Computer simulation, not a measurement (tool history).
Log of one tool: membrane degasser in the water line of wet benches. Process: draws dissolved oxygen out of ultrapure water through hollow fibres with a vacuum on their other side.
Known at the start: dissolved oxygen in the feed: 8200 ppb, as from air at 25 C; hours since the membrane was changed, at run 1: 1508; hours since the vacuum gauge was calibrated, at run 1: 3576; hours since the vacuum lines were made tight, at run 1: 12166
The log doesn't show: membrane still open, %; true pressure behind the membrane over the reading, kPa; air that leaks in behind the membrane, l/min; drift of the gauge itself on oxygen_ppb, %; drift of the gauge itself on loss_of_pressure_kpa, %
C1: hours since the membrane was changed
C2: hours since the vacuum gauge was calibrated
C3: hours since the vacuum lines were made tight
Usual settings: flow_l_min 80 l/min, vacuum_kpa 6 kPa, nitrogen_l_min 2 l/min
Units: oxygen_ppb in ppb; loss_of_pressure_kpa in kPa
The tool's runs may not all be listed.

{"run": 1, "hour": 0.0, "flow_l_min": 80, "vacuum_kpa": 6, "nitrogen_l_min": 2, "C1": 1508, "C2": 3576, "C3": 12166, "oxygen_ppb": 234.7, "loss_of_pressure_kpa": 57.39}
{"run": 2, "hour": 53.3, "flow_l_min": 80, "vacuum_kpa": 6, "nitrogen_l_min": 2, "C1": 1561, "C2": 3629, "C3": 12219, "oxygen_ppb": 234.8, "loss_of_pressure_kpa": 56.98}
{"run": 3, "hour": 99.1, "flow_l_min": 80, "vacuum_kpa": 6, "nitrogen_l_min": 2, "C1": 1607, "C2": 3675, "C3": 12265, "oxygen_ppb": 232.7, "loss_of_pressure_kpa": 57.33}
{"run": 4, "hour": 207.8, "flow_l_min": 80, "vacuum_kpa": 5.28, "nitrogen_l_min": 2, "C1": 1716, "C2": 3784, "C3": 12374, "oxygen_ppb": 181, "loss_of_pressure_kpa": 57.62}
{"hour": 289.9, "done": "seals of the vacuum lines changed"}
{"run": 5, "hour": 317.0, "flow_l_min": 80, "vacuum_kpa": 5.28, "nitrogen_l_min": 2, "C1": 1823, "C2": 3891, "C3": 27, "oxygen_ppb": 180, "loss_of_pressure_kpa": 57.67}
{"run": 6, "hour": 418.6, "flow_l_min": 94, "vacuum_kpa": 6, "nitrogen_l_min": 2, "C1": 1924, "C2": 3993, "C3": 129, "oxygen_ppb": 269.1, "loss_of_pressure_kpa": 67.39}
{"run": 7, "hour": 508.1, "flow_l_min": 94, "vacuum_kpa": 6, "nitrogen_l_min": 2, "C1": 2014, "C2": 4082, "C3": 218, "oxygen_ppb": 273.1, "loss_of_pressure_kpa": 68.03}
{"run": 8, "hour": 560.6, "flow_l_min": 94, "vacuum_kpa": 6, "nitrogen_l_min": 2, "C1": 2066, "C2": 4135, "C3": 271, "oxygen_ppb": 270.3, "loss_of_pressure_kpa": 67.31}
{"run": 9, "hour": 661.7, "flow_l_min": 95, "vacuum_kpa": 6, "nitrogen_l_min": 2, "C1": 2168, "C2": 4236, "C3": 372, "oxygen_ppb": 278.8, "loss_of_pressure_kpa": 68.1}
{"run": 10, "hour": 768.2, "flow_l_min": 95, "vacuum_kpa": 6, "nitrogen_l_min": 2, "C1": 2274, "C2": 4342, "C3": 478, "oxygen_ppb": 272.4, "loss_of_pressure_kpa": 68.78}
{"run": 11, "hour": 873.9, "flow_l_min": 95, "vacuum_kpa": 6, "nitrogen_l_min": 2, "C1": 2380, "C2": 4448, "C3": 584, "oxygen_ppb": 277.1, "loss_of_pressure_kpa": 68.11}
{"run": 12, "hour": 934.5, "flow_l_min": 80, "vacuum_kpa": 6, "nitrogen_l_min": 2, "C1": 2440, "C2": 4509, "C3": 645, "oxygen_ppb": 240.3, "loss_of_pressure_kpa": 58.09}
{"run": 13, "hour": 1008.2, "flow_l_min": 80, "vacuum_kpa": 6, "nitrogen_l_min": 2, "C1": 2514, "C2": 4582, "C3": 718, "oxygen_ppb": 237.6, "loss_of_pressure_kpa": 57.86}
{"run": 14, "hour": 1062.4, "flow_l_min": 70, "vacuum_kpa": 6, "nitrogen_l_min": 2, "C1": 2568, "C2": 4637, "C3": 772, "oxygen_ppb": 217.5, "loss_of_pressure_kpa": 50.4}
{"run": 15, "hour": 1168.9, "flow_l_min": 80, "vacuum_kpa": 6, "nitrogen_l_min": 1.59, "C1": 2675, "C2": 4743, "C3": 879, "oxygen_ppb": 281.5, "loss_of_pressure_kpa": 58.08}
{"run": 16, "hour": 1263.9, "flow_l_min": 80, "vacuum_kpa": 6, "nitrogen_l_min": 2, "C1": 2770, "C2": 4838, "C3": 974, "oxygen_ppb": 232.9, "loss_of_pressure_kpa": 57.95}
{"run": 17, "hour": 1369.3, "flow_l_min": 71, "vacuum_kpa": 8.07, "nitrogen_l_min": 2, "C1": 2875, "C2": 4943, "C3": 1079, "oxygen_ppb": 357.2, "loss_of_pressure_kpa": 51.03}
{"run": 18, "hour": 1447.0, "flow_l_min": 71, "vacuum_kpa": 11.6, "nitrogen_l_min": 0.96, "C1": 2953, "C2": 5021, "C3": 1157, "oxygen_ppb": 1002.3, "loss_of_pressure_kpa": 51.42}
{"run": 19, "hour": 1547.7, "flow_l_min": 60, "vacuum_kpa": 4.65, "nitrogen_l_min": 1.03, "C1": 3054, "C2": 5122, "C3": 1258, "oxygen_ppb": 175.9, "loss_of_pressure_kpa": 43.31}
{"run": 20, "hour": 1641.3, "flow_l_min": 73, "vacuum_kpa": 12.38, "nitrogen_l_min": 1.53, "C1": 3147, "C2": 5215, "C3": 1351, "oxygen_ppb": 793.5, "loss_of_pressure_kpa": 52.87}
{"hour": 1651.9, "done": "vacuum gauge calibrated"}
{"run": 21, "hour": 1698.8, "flow_l_min": 70, "vacuum_kpa": 5.76, "nitrogen_l_min": 3.46, "C1": 3204, "C2": 47, "C3": 1408, "oxygen_ppb": 127.3, "loss_of_pressure_kpa": 50.8}
{"run": 22, "hour": 1794.5, "flow_l_min": 70, "vacuum_kpa": 7.82, "nitrogen_l_min": 3.46, "C1": 3300, "C2": 143, "C3": 1504, "oxygen_ppb": 214.4, "loss_of_pressure_kpa": 50.57}
{"run": 23, "hour": 1858.6, "flow_l_min": 115, "vacuum_kpa": 8.19, "nitrogen_l_min": 5.26, "C1": 3364, "C2": 207, "C3": 1568, "oxygen_ppb": 268.2, "loss_of_pressure_kpa": 83.03}
{"run": 24, "hour": 1941.6, "flow_l_min": 60, "vacuum_kpa": 11.24, "nitrogen_l_min": 1.22, "C1": 3447, "C2": 290, "C3": 1651, "oxygen_ppb": 735.6, "loss_of_pressure_kpa": 43.81}
{"run": 25, "hour": 1988.1, "flow_l_min": 80, "vacuum_kpa": 8.1, "nitrogen_l_min": 1.48, "C1": 3493, "C2": 336, "C3": 1698, "oxygen_ppb": 496.2, "loss_of_pressure_kpa": 58.41}
{"hour": 2011.1, "done": "vacuum gauge calibrated, once more"}
{"run": 26, "hour": 2082.1, "flow_l_min": 80, "vacuum_kpa": 8.1, "nitrogen_l_min": 1.48, "C1": 3587, "C2": 71, "C3": 1791, "oxygen_ppb": 468.5, "loss_of_pressure_kpa": 58.7}
{"run": 27, "hour": 2137.2, "flow_l_min": 80, "vacuum_kpa": 8.1, "nitrogen_l_min": 1.48, "C1": 3642, "C2": 126, "C3": 1846, "oxygen_ppb": 471.8, "loss_of_pressure_kpa": 58.28}
{"run": 28, "hour": 2223.5, "flow_l_min": 80, "vacuum_kpa": 6, "nitrogen_l_min": 1.25, "C1": 3728, "C2": 212, "C3": 1933, "oxygen_ppb": 314.6, "loss_of_pressure_kpa": 57.9}
{"run": 29, "hour": 2288.9, "flow_l_min": 80, "vacuum_kpa": 6, "nitrogen_l_min": 1.25, "C1": 3794, "C2": 278, "C3": 1998, "oxygen_ppb": 318.7, "loss_of_pressure_kpa": 58.35}

Forecast run 30:
{"run": 30, "hour": 2368.1, "flow_l_min": 93, "vacuum_kpa": 6.41, "nitrogen_l_min": 2.08, "C1": 3873, "C2": 357, "C3": 2077, "oxygen_ppb": "?", "loss_of_pressure_kpa": "?"}

Run 30 gave oxygen_ppb 279.1 ppb, loss_of_pressure_kpa 68 kPa.
Without the tool's hidden state the same run would have given oxygen_ppb 278.9 ppb, loss_of_pressure_kpa 66.49 kPa.

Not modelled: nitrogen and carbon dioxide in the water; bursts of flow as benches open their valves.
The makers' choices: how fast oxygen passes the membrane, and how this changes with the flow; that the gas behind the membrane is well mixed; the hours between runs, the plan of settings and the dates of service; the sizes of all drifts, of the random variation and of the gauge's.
